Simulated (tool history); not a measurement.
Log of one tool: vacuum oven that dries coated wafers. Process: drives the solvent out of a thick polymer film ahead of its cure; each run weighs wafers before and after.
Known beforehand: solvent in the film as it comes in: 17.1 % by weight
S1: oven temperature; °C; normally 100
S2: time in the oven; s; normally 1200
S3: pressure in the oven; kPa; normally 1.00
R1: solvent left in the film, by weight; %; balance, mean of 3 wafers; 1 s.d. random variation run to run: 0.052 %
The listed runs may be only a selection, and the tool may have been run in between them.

| run | hour | S1 | S2 | S3 | R1 |
|---|---|---|---|---|---|
| 1 | 0.0 | 100 | 1200 | 1.00 | 1.38 |
| 2 | 37.2 | 100 | 1200 | 2.41 | 2.00 |
| 3 | 86.2 | 100 | 1200 | 1.00 | 1.45 |
| 4 | 123.0 | 100 | 1200 | 1.00 | 1.48 |
| 5 | 168.3 | 100 | 1200 | 1.00 | 1.52 |
| 6 | 238.0 | 87 | 1980 | 1.12 | 3.06 |
| 7 | 311.0 | 100 | 840 | 1.00 | 2.77 |
| 8 | 382.6 | 100 | 1200 | 2.69 | 2.19 |
| 9 | 436.8 | 105 | 1860 | 1.59 | 0.61 |
| 10 | 506.5 | 105 | 660 | 1.89 | 2.74 |

Branching from run 10: 4 alternative next runs. What would each branch give?
| A | 570.7 | 107 | 1200 | 0.52 | ? |
| B | 570.7 | 100 | 660 | 1.00 | ? |
| C | 570.7 | 100 | 1200 | 0.71 | ? |
| D | 570.7 | 93 | 720 | 1.99 | ? |

| run | R1 |
|---|---|
| A | 0.43 |
| B | 3.96 |
| C | 1.47 |
| D | 6.08 |
With no hidden state in the tool, these same runs would have given:
| run | R1 |
|---|---|
| A | 0.30 |
| B | 3.52 |
| C | 1.18 |
| D | 5.59 |

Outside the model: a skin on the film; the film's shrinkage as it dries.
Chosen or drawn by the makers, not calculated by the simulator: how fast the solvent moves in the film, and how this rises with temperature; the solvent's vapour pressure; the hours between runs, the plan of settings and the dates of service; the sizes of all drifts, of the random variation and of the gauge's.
